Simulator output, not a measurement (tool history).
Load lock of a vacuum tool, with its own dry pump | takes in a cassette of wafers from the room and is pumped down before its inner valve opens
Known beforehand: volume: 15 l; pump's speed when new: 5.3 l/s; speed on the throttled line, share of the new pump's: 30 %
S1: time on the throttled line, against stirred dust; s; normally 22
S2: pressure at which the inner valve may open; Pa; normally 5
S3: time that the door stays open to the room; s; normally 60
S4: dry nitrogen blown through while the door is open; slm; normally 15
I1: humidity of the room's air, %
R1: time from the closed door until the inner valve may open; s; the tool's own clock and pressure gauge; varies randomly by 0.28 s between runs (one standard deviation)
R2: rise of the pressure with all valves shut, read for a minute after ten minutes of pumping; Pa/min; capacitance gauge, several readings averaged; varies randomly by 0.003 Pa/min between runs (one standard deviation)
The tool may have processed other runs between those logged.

run 1 hour=0.0 | S1=22 S2=5 S3=60 S4=15 | I1=46.3 | R1=45.9 R2=0.388
run 2 hour=208.6 | S1=22 S2=5 S3=240 S4=15 | I1=46.8 | R1=46.8 R2=0.453
run 3 hour=546.8 | S1=22 S2=5 S3=60 S4=15 | I1=43.4 | R1=46.5 R2=0.404
run 4 hour=946.1 | S1=15 S2=5 S3=60 S4=15 | I1=45.0 | R1=42.0 R2=0.434
run 5 hour=1308.3 | S1=15 S2=5 S3=60 S4=15 | I1=40.6 | R1=41.7 R2=0.442
run 6 hour=1682.5 | S1=22 S2=5 S3=60 S4=15 | I1=41.7 | R1=46.4 R2=0.460
run 7 hour=1945.1 | S1=22 S2=9 S3=60 S4=15 | I1=45.1 | R1=44.5 R2=0.479
run 8 hour=2323.7 | S1=12 S2=5 S3=60 S4=15 | I1=45.9 | R1=39.9 R2=0.487
run 9 hour=2705.5 | S1=12 S2=5 S3=60 S4=15 | I1=43.1 | R1=40.2 R2=0.495
-- hour=2769.9 door's seal changed, seat wiped
run 10 hour=3109.8 | S1=22 S2=5 S3=60 S4=15 | I1=46.9 | R1=47.3 R2=0.048
run 11 hour=3318.4 | S1=22 S2=5 S3=60 S4=27 | I1=46.8 | R1=47.5 R2=0.041
run 12 hour=3577.1 | S1=22 S2=5 S3=60 S4=27 | I1=41.7 | R1=47.5 R2=0.036
run 13 hour=3853.8 | S1=22 S2=5 S3=60 S4=27 | I1=43.7 | R1=47.8 R2=0.048
run 14 hour=4090.6 | S1=22 S2=5 S3=60 S4=27 | I1=43.6 | R1=47.0 R2=0.051
run 15 hour=4462.1 | S1=14 S2=6 S3=60 S4=40 | I1=44.7 | R1=41.3 R2=0.042
run 16 hour=4717.6 | S1=22 S2=6 S3=60 S4=27 | I1=43.1 | R1=46.4 R2=0.054
run 17 hour=4926.8 | S1=22 S2=6 S3=60 S4=27 | I1=44.1 | R1=47.4 R2=0.055
run 18 hour=5270.7 | S1=22 S2=6 S3=60 S4=24 | I1=41.7 | R1=47.0 R2=0.066
run 19 hour=5593.0 | S1=22 S2=6 S3=60 S4=24 | I1=44.7 | R1=47.4 R2=0.065
run 20 hour=5836.5 | S1=22 S2=6 S3=60 S4=24 | I1=46.5 | R1=47.4 R2=0.074
run 21 hour=6233.5 | S1=22 S2=6 S3=60 S4=24 | I1=46.4 | R1=47.3 R2=0.080
run 22 hour=6440.0 | S1=14 S2=5 S3=229 S4=37 | I1=44.8 | R1=43.5 R2=0.098
-- hour=6571.0 dry pump taken out, an overhauled one fitted
run 23 hour=6861.2 | S1=39 S2=4 S3=229 S4=37 | I1=46.4 | R1=56.7 R2=0.112
run 24 hour=7122.8 | S1=31 S2=5 S3=204 S4=15 | I1=42.2 | R1=50.4 R2=0.135
run 25 hour=7395.4 | S1=29 S2=7 S3=29 S4=7 | I1=43.5 | R1=48.0 R2=0.098
run 26 hour=7689.5 | S1=35 S2=5 S3=61 S4=35 | I1=43.4 | R1=53.2 R2=0.095

Here are 4 independent what-if runs from the current tool condition. What would each one return?
run A hour=8106.0 | S1=35 S2=5 S3=61 S4=8 | I1=45.3 | R1=? R2=?
run B hour=8106.0 | S1=11 S2=5 S3=61 S4=6 | I1=45.1 | R1=? R2=?
run C hour=8106.0 | S1=35 S2=5 S3=61 S4=32 | I1=45.9 | R1=? R2=?
run D hour=8106.0 | S1=18 S2=5 S3=179 S4=16 | I1=46.5 | R1=? R2=?

run=A R1=53.0 R2=0.126
run=B R1=36.8 R2=0.130
run=C R1=53.7 R2=0.103
run=D R1=41.7 R2=0.156
Had the tool no hidden state, the same runs would have come out as:
run=A R1=52.7 R2=0.055
run=B R1=36.3 R2=0.058
run=C R1=53.4 R2=0.032
run=D R1=41.2 R2=0.084

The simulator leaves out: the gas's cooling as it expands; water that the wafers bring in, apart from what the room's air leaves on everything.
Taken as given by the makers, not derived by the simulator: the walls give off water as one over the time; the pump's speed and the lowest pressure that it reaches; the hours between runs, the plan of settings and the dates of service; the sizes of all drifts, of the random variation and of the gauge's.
